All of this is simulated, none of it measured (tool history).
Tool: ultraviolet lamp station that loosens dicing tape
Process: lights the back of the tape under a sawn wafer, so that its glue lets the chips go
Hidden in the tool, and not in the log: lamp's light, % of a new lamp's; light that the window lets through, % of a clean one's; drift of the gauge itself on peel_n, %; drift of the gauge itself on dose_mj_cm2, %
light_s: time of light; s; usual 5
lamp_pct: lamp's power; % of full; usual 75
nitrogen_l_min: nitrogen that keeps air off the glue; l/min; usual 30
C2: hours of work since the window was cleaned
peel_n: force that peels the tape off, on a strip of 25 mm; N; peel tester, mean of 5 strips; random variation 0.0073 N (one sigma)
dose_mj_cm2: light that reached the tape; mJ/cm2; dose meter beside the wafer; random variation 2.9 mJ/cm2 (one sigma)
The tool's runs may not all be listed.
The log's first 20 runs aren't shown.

{"run": 21, "hour": 232.2, "light_s": 3, "lamp_pct": 73, "nitrogen_l_min": 29, "hours of work of the lamp": 424, "C2": 79, "peel_n": 1.084, "dose_mj_cm2": 210}
{"run": 22, "hour": 248.1, "light_s": 3, "lamp_pct": 73, "nitrogen_l_min": 29, "hours of work of the lamp": 432, "C2": 86, "peel_n": 1.059, "dose_mj_cm2": 208}
{"run": 23, "hour": 260.2, "light_s": 6, "lamp_pct": 63, "nitrogen_l_min": 30, "hours of work of the lamp": 437, "C2": 92, "peel_n": 0.361, "dose_mj_cm2": 361}
{"run": 24, "hour": 275.2, "light_s": 2, "lamp_pct": 75, "nitrogen_l_min": 30, "hours of work of the lamp": 444, "C2": 99, "peel_n": 1.83, "dose_mj_cm2": 141}
{"run": 25, "hour": 290.2, "light_s": 2, "lamp_pct": 73, "nitrogen_l_min": 30, "hours of work of the lamp": 452, "C2": 106, "peel_n": 1.898, "dose_mj_cm2": 136}
{"run": 26, "hour": 298.8, "light_s": 5, "lamp_pct": 66, "nitrogen_l_min": 50, "hours of work of the lamp": 456, "C2": 110, "peel_n": 0.375, "dose_mj_cm2": 313}
{"run": 27, "hour": 312.2, "light_s": 3, "lamp_pct": 97, "nitrogen_l_min": 14, "hours of work of the lamp": 462, "C2": 117, "peel_n": 1.005, "dose_mj_cm2": 274}
{"run": 28, "hour": 324.2, "light_s": 3, "lamp_pct": 97, "nitrogen_l_min": 14, "hours of work of the lamp": 468, "C2": 122, "peel_n": 1.011, "dose_mj_cm2": 273}
{"run": 29, "hour": 334.9, "light_s": 4, "lamp_pct": 73, "nitrogen_l_min": 19, "hours of work of the lamp": 473, "C2": 127, "peel_n": 0.82, "dose_mj_cm2": 272}
{"run": 30, "hour": 342.1, "light_s": 3, "lamp_pct": 75, "nitrogen_l_min": 30, "hours of work of the lamp": 476, "C2": 131, "peel_n": 1.048, "dose_mj_cm2": 212}

Forecast each of these 5 alternatives for the next run:
{"run": "A", "hour": 357.0, "light_s": 4, "lamp_pct": 91, "nitrogen_l_min": 30, "hours of work of the lamp": 483, "C2": 138, "peel_n": "?", "dose_mj_cm2": "?"}
{"run": "B", "hour": 357.0, "light_s": 3, "lamp_pct": 98, "nitrogen_l_min": 42, "hours of work of the lamp": 483, "C2": 138, "peel_n": "?", "dose_mj_cm2": "?"}
{"run": "C", "hour": 357.0, "light_s": 2, "lamp_pct": 87, "nitrogen_l_min": 45, "hours of work of the lamp": 483, "C2": 138, "peel_n": "?", "dose_mj_cm2": "?"}
{"run": "D", "hour": 357.0, "light_s": 7, "lamp_pct": 75, "nitrogen_l_min": 29, "hours of work of the lamp": 483, "C2": 138, "peel_n": "?", "dose_mj_cm2": "?"}
{"run": "E", "hour": 357.0, "light_s": 7, "lamp_pct": 90, "nitrogen_l_min": 16, "hours of work of the lamp": 483, "C2": 138, "peel_n": "?", "dose_mj_cm2": "?"}

run=A peel_n=0.413 dose_mj_cm2=335
run=B peel_n=0.528 dose_mj_cm2=276
run=C peel_n=1.375 dose_mj_cm2=162
run=D peel_n=0.214 dose_mj_cm2=487
run=E peel_n=0.226 dose_mj_cm2=590
Without the tool's hidden state the same runs would have given:
run=A peel_n=0.286 dose_mj_cm2=403
run=B peel_n=0.360 dose_mj_cm2=331
run=C peel_n=1.023 dose_mj_cm2=195
run=D peel_n=0.172 dose_mj_cm2=584
run=E peel_n=0.184 dose_mj_cm2=708
